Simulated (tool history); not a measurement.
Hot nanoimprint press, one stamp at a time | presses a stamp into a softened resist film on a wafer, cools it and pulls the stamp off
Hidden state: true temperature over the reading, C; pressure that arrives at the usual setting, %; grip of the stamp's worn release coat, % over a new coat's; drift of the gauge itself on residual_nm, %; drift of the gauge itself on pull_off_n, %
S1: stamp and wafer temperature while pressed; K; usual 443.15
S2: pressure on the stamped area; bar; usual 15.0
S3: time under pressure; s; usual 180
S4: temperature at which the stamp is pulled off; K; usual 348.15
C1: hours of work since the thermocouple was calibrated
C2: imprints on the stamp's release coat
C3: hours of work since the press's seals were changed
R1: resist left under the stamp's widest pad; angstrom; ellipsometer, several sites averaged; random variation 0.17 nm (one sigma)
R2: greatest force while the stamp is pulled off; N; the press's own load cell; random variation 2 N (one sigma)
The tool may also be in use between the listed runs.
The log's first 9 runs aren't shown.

| run | hour | S1 | S2 | S3 | S4 | C1 | C2 | C3 | R1 | R2 |
|---|---|---|---|---|---|---|---|---|---|---|
| 10 | 84.7 | 443.15 | 15.0 | 180 | 348.15 | 290 | 378 | 175 | 1194 | 235 |
| 11 | 89.9 | 443.15 | 15.0 | 180 | 348.15 | 293 | 390 | 177 | 1192 | 236 |
| 12 | 99.6 | 443.15 | 15.0 | 180 | 348.15 | 297 | 411 | 181 | 1191 | 238 |
| 13 | 109.6 | 443.15 | 15.0 | 180 | 348.15 | 302 | 434 | 186 | 1191 | 240 |
| 14 | 120.1 | 454.15 | 15.0 | 180 | 348.15 | 306 | 457 | 191 | 875 | 241 |
| 15 | 131.6 | 443.15 | 13.0 | 180 | 348.15 | 312 | 483 | 196 | 1278 | 246 |
| 16 | 140.5 | 443.15 | 13.0 | 180 | 348.15 | 316 | 503 | 200 | 1279 | 242 |
| 17 | 147.7 | 443.15 | 15.0 | 180 | 335.15 | 319 | 519 | 203 | 1189 | 327 |
| 18 | 159.5 | 443.15 | 15.0 | 100 | 338.15 | 324 | 546 | 209 | 1497 | 304 |
| 19 | 167.5 | 449.15 | 15.6 | 158 | 337.15 | 328 | 563 | 212 | 1035 | 318 |
| 20 | 177.3 | 448.15 | 11.8 | 163 | 347.15 | 332 | 585 | 217 | 1211 | 253 |
| 21 | 184.3 | 448.15 | 11.8 | 163 | 347.15 | 336 | 601 | 220 | 1208 | 257 |
| 22 | 191.2 | 448.15 | 11.8 | 163 | 347.15 | 339 | 616 | 223 | 1207 | 252 |
| 23 | 196.5 | 448.15 | 11.8 | 163 | 347.15 | 341 | 628 | 226 | 1208 | 257 |
| 24 | 208.1 | 448.15 | 11.8 | 163 | 347.15 | 346 | 654 | 231 | 1208 | 258 |
| 25 | 218.4 | 448.15 | 11.8 | 163 | 347.15 | 351 | 677 | 236 | 1209 | 257 |
| 26 | 227.1 | 448.15 | 11.8 | 163 | 347.15 | 355 | 697 | 240 | 1205 | 261 |
| 27 | 232.0 | 440.15 | 16.6 | 237 | 347.15 | 357 | 708 | 242 | 1104 | 261 |
| 28 | 240.9 | 440.15 | 16.6 | 237 | 347.15 | 361 | 728 | 246 | 1100 | 267 |
| 29 | 249.6 | 446.15 | 11.3 | 237 | 347.15 | 365 | 747 | 250 | 1122 | 264 |

The next listed run, before its measurement:
|  | 267.0 | stamp cleaned and given a new release coat |
| 30 | 267.1 | 446.15 | 11.3 | 237 | 347.15 | 371 | 1 | 255 | ? | ? |

{"run 30": {"R1": 1118, "R2": 215}}
Without the tool's hidden state the same run would have given R1 1165 angstrom, R2 223 N.
